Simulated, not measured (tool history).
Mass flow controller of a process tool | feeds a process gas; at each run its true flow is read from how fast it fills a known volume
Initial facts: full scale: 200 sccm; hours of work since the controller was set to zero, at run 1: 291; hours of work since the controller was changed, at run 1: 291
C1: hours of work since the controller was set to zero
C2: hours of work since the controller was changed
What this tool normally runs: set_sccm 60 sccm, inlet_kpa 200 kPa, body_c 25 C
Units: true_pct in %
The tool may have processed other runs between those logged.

Run 1, day 0.000: usual settings; C1 291; C2 291. Result: true_pct 98.05 %.
Run 2, day 4.325: usual settings but body_c 26 C; C1 363; C2 363. Result: true_pct 97.93 %.
Run 3, day 9.338: usual settings but body_c 26 C; C1 447; C2 447. Result: true_pct 97.98 %.
Run 4, day 12.850: usual settings; C1 505; C2 505. Result: true_pct 98.02 %.
Run 5, day 16.800: usual settings; C1 571; C2 571. Result: true_pct 98.04 %.
Run 6, day 20.250: usual settings but inlet_kpa 244 kPa; C1 628; C2 628. Result: true_pct 98.15 %.
Run 7, day 24.800: usual settings but inlet_kpa 244 kPa; C1 704; C2 704. Result: true_pct 98.11 %.
Run 8, day 27.704: usual settings but inlet_kpa 244 kPa; C1 752; C2 752. Result: true_pct 98.18 %.
Run 9, day 30.512: usual settings but inlet_kpa 244 kPa, body_c 30 C; C1 799; C2 799. Result: true_pct 98.41 %.
Run 10, day 33.762: usual settings but inlet_kpa 160 kPa, body_c 30 C; C1 853; C2 853. Result: true_pct 98.12 %.
Run 11, day 39.154: usual settings but inlet_kpa 160 kPa, body_c 30 C; C1 943; C2 943. Result: true_pct 98.09 %.
Run 12, day 41.758: usual settings but inlet_kpa 160 kPa, body_c 30 C; C1 986; C2 986. Result: true_pct 98.21 %.
Run 13, day 44.662: usual settings but inlet_kpa 160 kPa, body_c 30 C; C1 1034; C2 1034. Result: true_pct 98.14 %.
Run 14, day 49.996: usual settings but body_c 21 C; C1 1123; C2 1123. Result: true_pct 98.22 %.
Run 15, day 53.175: usual settings but body_c 21 C; C1 1176; C2 1176. Result: true_pct 98.13 %.
Run 16, day 58.067: usual settings but set_sccm 48 sccm, inlet_kpa 270 kPa, body_c 29 C; C1 1257; C2 1257. Result: true_pct 98.31 %.
Run 17, day 61.533: usual settings but set_sccm 48 sccm, inlet_kpa 270 kPa, body_c 29 C; C1 1315; C2 1315. Result: true_pct 98.36 %.
Run 18, day 65.621: usual settings but set_sccm 48 sccm, inlet_kpa 143 kPa, body_c 36 C; C1 1383; C2 1383. Result: true_pct 98.16 %.
Run 19, day 70.488: usual settings but set_sccm 48 sccm, inlet_kpa 143 kPa, body_c 36 C; C1 1464; C2 1464. Result: true_pct 98.35 %.
Run 20, day 75.108: usual settings but set_sccm 171 sccm, inlet_kpa 179 kPa, body_c 36 C; C1 1540; C2 1540. Result: true_pct 100.21 %.
Run 21, day 80.325: usual settings but body_c 39 C; C1 1627; C2 1627. Result: true_pct 98.67 %.
Run 22, day 83.983: usual settings but set_sccm 24 sccm, inlet_kpa 142 kPa, body_c 37 C; C1 1688; C2 1688. Result: true_pct 98.01 %.
Run 23, day 87.875: usual settings but set_sccm 133 sccm, inlet_kpa 232 kPa, body_c 38 C; C1 1753; C2 1753. Result: true_pct 99.97 %.
Run 24, day 92.325: usual settings but set_sccm 133 sccm, inlet_kpa 232 kPa, body_c 38 C; C1 1827; C2 1827. Result: true_pct 99.96 %.
Run 25, day 95.258: usual settings but set_sccm 100 sccm, inlet_kpa 246 kPa, body_c 38 C; C1 1876; C2 1876. Result: true_pct 99.63 %.
Run 26, day 98.921: usual settings but set_sccm 105 sccm, inlet_kpa 268 kPa, body_c 22 C; C1 1936; C2 1936. Result: true_pct 99.36 %.
Run 27, day 101.362: usual settings but set_sccm 105 sccm, inlet_kpa 268 kPa, body_c 22 C; C1 1977; C2 1977. Result: true_pct 99.37 %.
Run 28, day 104.933: usual settings but set_sccm 29 sccm; C1 2036; C2 2036. Result: true_pct 98.09 %.
Run 29, day 108.017: usual settings but set_sccm 29 sccm; C1 2088; C2 2088. Result: true_pct 98.16 %.

Measured result minus the same run's result without the hidden state. Both carry the same run-to-run variation, though not necessarily the same gauge scatter:
The tool's hidden condition here consists of: flow at rest that the sensor doesn't see, % of full scale; true flow over the shown one, %; drift of the gauge itself on true_pct, %.
run  true_pct
  1     +0.00
  2     +0.03
  3     +0.06
  4     +0.08
  5     +0.10
  6     +0.13
  7     +0.16
  8     +0.18
  9     +0.19
 10     +0.22
 11     +0.25
 12     +0.26
 13     +0.29
 14     +0.32
 15     +0.34
 16     +0.37
 17     +0.39
 18     +0.42
 19     +0.45
 20     +0.49
 21     +0.51
 22     +0.53
 23     +0.57
 24     +0.60
 25     +0.62
 26     +0.64
 27     +0.66
 28     +0.66
 29     +0.68

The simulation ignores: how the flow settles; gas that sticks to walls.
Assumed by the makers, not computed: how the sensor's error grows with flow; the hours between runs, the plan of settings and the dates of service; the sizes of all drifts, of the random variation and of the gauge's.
